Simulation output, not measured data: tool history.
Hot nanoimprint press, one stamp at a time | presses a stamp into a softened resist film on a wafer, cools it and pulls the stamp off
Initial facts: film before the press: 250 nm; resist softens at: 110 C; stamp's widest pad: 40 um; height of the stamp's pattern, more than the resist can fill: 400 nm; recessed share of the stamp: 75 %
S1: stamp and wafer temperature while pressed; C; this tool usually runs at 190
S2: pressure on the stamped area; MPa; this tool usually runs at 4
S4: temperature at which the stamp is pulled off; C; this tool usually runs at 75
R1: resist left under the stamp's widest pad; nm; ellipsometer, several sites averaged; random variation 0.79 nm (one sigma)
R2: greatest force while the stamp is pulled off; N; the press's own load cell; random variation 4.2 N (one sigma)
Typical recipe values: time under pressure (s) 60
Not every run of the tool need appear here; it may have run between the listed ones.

run 1 hour=0 | S1=190 S2=4 time_under_pressure_(s)=60 S4=75 | R1=133.5 R2=209
run 2 hour=68.1 | S1=190 S2=4 time_under_pressure_(s)=35 S4=75 | R1=156.2 R2=200
run 3 hour=115.9 | S1=190 S2=4 time_under_pressure_(s)=35 S4=75 | R1=157 R2=210
run 4 hour=184 | S1=190 S2=4 time_under_pressure_(s)=35 S4=75 | R1=155.6 R2=207
run 5 hour=256 | S1=190 S2=4 time_under_pressure_(s)=34 S4=75 | R1=157.7 R2=207
-- hour=282.8 stamp cleaned and given a new release coat
run 6 hour=319.7 | S1=190 S2=4 time_under_pressure_(s)=34 S4=75 | R1=157.6 R2=207
-- hour=341.4 plate thermocouple calibrated
run 7 hour=402.2 | S1=190 S2=4 time_under_pressure_(s)=110 S4=75 | R1=109.5 R2=213
run 8 hour=442.9 | S1=190 S2=4 time_under_pressure_(s)=110 S4=75 | R1=109.7 R2=213
run 9 hour=493.5 | S1=190 S2=4 time_under_pressure_(s)=60 S4=75 | R1=132.3 R2=205
run 10 hour=574.4 | S1=190 S2=4 time_under_pressure_(s)=60 S4=75 | R1=132.4 R2=204
run 11 hour=618.3 | S1=190 S2=4 time_under_pressure_(s)=60 S4=75 | R1=132.7 R2=210
run 12 hour=661.3 | S1=190 S2=4 time_under_pressure_(s)=60 S4=75 | R1=133.5 R2=204
run 13 hour=700.2 | S1=180 S2=4 time_under_pressure_(s)=60 S4=75 | R1=183.7 R2=207
run 14 hour=774.6 | S1=190 S2=5.37 time_under_pressure_(s)=60 S4=75 | R1=114.5 R2=204
run 15 hour=834.2 | S1=190 S2=5.37 time_under_pressure_(s)=60 S4=75 | R1=113.3 R2=206
run 16 hour=920.4 | S1=191 S2=2.55 time_under_pressure_(s)=69 S4=65 | R1=151.9 R2=238
-- hour=948.2 press's hydraulic seals changed and the load cell set to zero
run 17 hour=986.4 | S1=194 S2=2.66 time_under_pressure_(s)=92 S4=65 | R1=122.2 R2=242
run 18 hour=1025.3 | S1=194 S2=2.66 time_under_pressure_(s)=92 S4=65 | R1=124.4 R2=242
-- hour=1041.5 plate thermocouple calibrated
run 19 hour=1066.1 | S1=194 S2=2.66 time_under_pressure_(s)=92 S4=65 | R1=123.4 R2=246
run 20 hour=1121.9 | S1=194 S2=2.66 time_under_pressure_(s)=62 S4=65 | R1=140.5 R2=238
run 21 hour=1204.6 | S1=200 S2=3.44 time_under_pressure_(s)=66 S4=71 | R1=98.4 R2=225
run 22 hour=1253.9 | S1=190 S2=4 time_under_pressure_(s)=40 S4=75 | R1=148.3 R2=208
run 23 hour=1310.6 | S1=191 S2=4 time_under_pressure_(s)=60 S4=75 | R1=126.3 R2=216
run 24 hour=1365 | S1=183 S2=3.23 time_under_pressure_(s)=60 S4=75 | R1=178 R2=206
run 25 hour=1446.4 | S1=190 S2=4 time_under_pressure_(s)=69 S4=76 | R1=125.9 R2=203
run 26 hour=1513.9 | S1=190 S2=4 time_under_pressure_(s)=69 S4=76 | R1=125.9 R2=212
run 27 hour=1560 | S1=193 S2=4 time_under_pressure_(s)=93 S4=72 | R1=100.9 R2=216
-- hour=1622.9 gauge calibrated
run 28 hour=1623.6 | S1=194 S2=5.8 time_under_pressure_(s)=93 S4=72 | R1=81 R2=217
-- hour=1686.5 stamp cleaned and given a new release coat
run 29 hour=1686.5 | S1=190 S2=4.22 time_under_pressure_(s)=60 S4=73 | R1=131.1 R2=217

Each row is a separate what-if for the run after 29, all from the same tool condition, not one after another. Results?
-- hour=1734.5 plate thermocouple calibrated
run A hour=1758.5 | S1=190 S2=4.22 time_under_pressure_(s)=67 S4=73 | R1=? R2=?
-- hour=1734.5 plate thermocouple calibrated
run B hour=1758.5 | S1=192 S2=3.21 time_under_pressure_(s)=60 S4=78 | R1=? R2=?
-- hour=1734.5 plate thermocouple calibrated
run C hour=1758.5 | S1=190 S2=3.48 time_under_pressure_(s)=60 S4=73 | R1=? R2=?

run=A R1=127.2 R2=216
run=B R1=139.3 R2=195
run=C R1=144.2 R2=216
What these runs would have given with no unlogged condition in the tool:
run=A R1=127.4 R2=215
run=B R1=139.6 R2=195
run=C R1=144.5 R2=216

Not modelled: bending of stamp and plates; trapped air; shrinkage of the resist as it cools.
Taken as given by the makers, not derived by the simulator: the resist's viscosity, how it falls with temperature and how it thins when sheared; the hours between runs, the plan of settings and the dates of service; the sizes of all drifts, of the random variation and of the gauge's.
